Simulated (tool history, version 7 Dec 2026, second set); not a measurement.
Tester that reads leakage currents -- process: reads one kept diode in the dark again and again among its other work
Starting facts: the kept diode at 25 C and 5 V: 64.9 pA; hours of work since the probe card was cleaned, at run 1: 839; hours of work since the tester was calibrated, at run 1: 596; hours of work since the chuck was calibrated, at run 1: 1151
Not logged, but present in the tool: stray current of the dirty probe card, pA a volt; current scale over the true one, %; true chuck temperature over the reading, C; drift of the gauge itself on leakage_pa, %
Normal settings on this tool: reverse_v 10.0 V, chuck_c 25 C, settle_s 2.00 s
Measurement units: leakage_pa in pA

run,hour,reverse_v,chuck_c,settle_s,hours of work since the probe card was cleaned,hours of work since the tester was calibrated,hours of work since the chuck was calibrated,leakage_pa
1,0.0,10.0,25,2.00,839,596,1151,93.89
2,59.8,10.0,42,2.00,884,641,1196,320.53
3,121.1,2.4,25,2.00,929,686,1241,41.34
4,182.2,2.4,25,2.00,975,732,1287,41.40
5,235.0,2.4,25,2.00,1014,771,1326,41.20
6,284.4,10.0,25,2.00,1051,808,1363,95.06
7,345.2,10.0,25,2.00,1096,853,1408,95.00
8,392.1,10.0,25,2.00,1131,888,1443,95.42
9,446.9,10.0,25,2.00,1172,929,1484,95.61
# hour 504.0: probe card cleaned and baked
10,504.0,10.0,25,2.00,0,969,1524,106.18
11,549.7,3.2,25,2.00,34,1004,1558,51.64
12,597.0,10.0,55,2.00,69,1039,1593,777.30
13,654.3,10.0,37,2.00,112,1081,1636,230.49
14,716.7,10.0,37,2.00,158,1128,1683,230.32
# hour 735.3: chuck's temperature calibrated
15,778.7,10.0,25,1.68,203,1173,32,123.44
# hour 793.7: probe card cleaned and baked, once more
16,842.8,10.0,25,1.68,37,1218,78,93.47
17,882.3,10.3,21,2.00,66,1248,107,68.06
18,908.5,10.3,21,2.00,86,1267,127,67.77
19,936.4,19.7,38,1.47,106,1288,148,364.90
20,991.1,10.0,25,1.11,147,1329,188,93.61
21,1018.9,10.0,25,1.11,168,1349,209,93.51
22,1072.3,2.8,25,0.36,208,1389,249,47.39
23,1103.5,1.3,42,1.04,231,1412,272,114.01
24,1147.1,1.3,42,1.04,263,1445,305,112.75
25,1187.5,1.3,42,1.04,293,1475,335,114.00
26,1217.7,1.8,25,8.78,316,1497,357,36.41
27,1247.5,1.8,25,8.78,338,1520,379,36.58
28,1278.1,1.8,25,8.78,361,1542,402,36.51
29,1307.3,1.7,22,0.95,383,1564,424,27.96

Forecast each of these 5 alternatives for the next run:
A,1366.3,10.0,57,8.81,427,1608,468,?
B,1366.3,3.4,25,2.00,427,1608,468,?
C,1366.3,5.4,22,8.37,427,1608,468,?
D,1366.3,1.8,25,2.00,427,1608,468,?
E,1366.3,1.5,57,5.20,427,1608,468,?

run,leakage_pa
A,931.70
B,51.59
C,52.63
D,36.46
E,344.16
Take away the tool's hidden state, keep each run's random variation, and the runs would have read:
run,leakage_pa
A,983.15
B,53.16
C,53.01
D,37.97
E,364.59

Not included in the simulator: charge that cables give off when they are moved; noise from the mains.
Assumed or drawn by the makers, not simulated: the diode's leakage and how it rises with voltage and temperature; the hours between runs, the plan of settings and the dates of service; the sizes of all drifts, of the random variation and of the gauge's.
